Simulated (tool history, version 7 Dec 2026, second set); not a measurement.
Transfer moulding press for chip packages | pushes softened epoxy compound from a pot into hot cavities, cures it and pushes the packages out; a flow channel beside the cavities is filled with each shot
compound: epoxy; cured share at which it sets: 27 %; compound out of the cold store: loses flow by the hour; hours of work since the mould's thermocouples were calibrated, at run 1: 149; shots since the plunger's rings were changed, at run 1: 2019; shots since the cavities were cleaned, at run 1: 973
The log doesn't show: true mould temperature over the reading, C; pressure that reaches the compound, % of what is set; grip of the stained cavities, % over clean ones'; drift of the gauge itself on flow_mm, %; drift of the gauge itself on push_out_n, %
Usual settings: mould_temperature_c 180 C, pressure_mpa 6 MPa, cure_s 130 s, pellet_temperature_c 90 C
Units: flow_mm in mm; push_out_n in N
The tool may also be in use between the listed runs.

run,hour,mould_temperature_c,pressure_mpa,cure_s,pellet_temperature_c,hours of work since the mould's thermocouples were calibrated,shots since the plunger's rings were changed,shots since the cavities were cleaned,incoming compound's hours out of the cold store,flow_mm,push_out_n
1,0,180,6,130,90,149,2019,973,28.5,715,535
2,15.2,180,6,130,90,160,2174,1128,11.8,781,553
# hour 18.8: cavities cleaned with cleaning compound and waxed
3,32.1,180,6,130,90,172,2330,135,24.4,715,389
4,43,184,6,130,90,180,2441,246,27.5,693,396
5,65.8,184,6,130,90,197,2672,477,24.1,702,437
6,85.7,180,6,156,90,212,2875,680,43,630,433
# hour 96.2: plunger's sealing rings changed
7,104.1,180,6,156,90,224,80,841,17.9,766,469
8,123.3,180,6,156,90,238,276,1037,31.2,703,493
# hour 136.8: cavities cleaned with cleaning compound and waxed
9,139.4,180,6,156,90,249,423,26,38.1,671,325
10,163.2,180,6,156,90,267,665,268,45.5,646,396
11,178.4,180,6,130,90,279,820,423,35.1,700,444
12,201.9,180,6,130,95,296,1059,662,24.8,742,501
13,228.4,188,6,130,95,316,1328,931,45.7,615,480
# hour 251.7: cavities cleaned with cleaning compound and waxed
14,252.9,188,6,130,95,333,1562,12,12.6,763,296
15,277.1,183,5.1,130,90,351,1808,258,13.1,709,399
16,298.5,186,4.98,117,91,367,2025,475,15.5,672,439
17,323.5,180,6,127,90,386,2279,729,36.5,664,494
18,347.2,181,6,155,91,404,2521,971,34.5,663,481
# hour 366.3: cavities cleaned with cleaning compound and waxed
19,366.3,187,6,146,95,417,2699,0,28.7,672,297
20,379.8,184,5.85,130,90,427,2836,137,35,642,359
# hour 393.1: plunger's sealing rings changed
21,394.3,180,5.65,162,90,436,12,259,38.6,661,375
# hour 410.2: mould's thermocouples calibrated
22,414.1,180,4.74,151,97,3,193,440,9.5,731,418
23,425,180,6,158,99,11,303,550,11.1,817,450
24,437.3,179,6,122,99,20,428,675,38.4,683,530
25,463.3,179,6,110,99,40,693,940,19.3,757,683
# hour 485.5: cavities cleaned with cleaning compound and waxed
26,488.9,179,6,154,99,58,937,33,9.5,805,330
27,500.5,177,6.16,168,82,67,1056,152,42.3,676,357
28,519.6,181,6.16,168,82,81,1250,346,20.1,752,390

Forecast each of these 4 alternatives for the next run:
A,537.4,180,5.85,119,82,94,1431,527,16.7,?,?
B,537.4,180,5.09,134,93,94,1431,527,18.6,?,?
C,537.4,177,6.16,159,95,94,1431,527,41.1,?,?
D,537.4,180,5.31,130,97,94,1431,527,19.2,?,?

run,flow_mm,push_out_n
A,755,526
B,692,456
C,678,441
D,714,476
Without the tool's hidden state the same runs would have given:
run,flow_mm,push_out_n
A,775,366
B,710,321
C,696,311
D,733,334
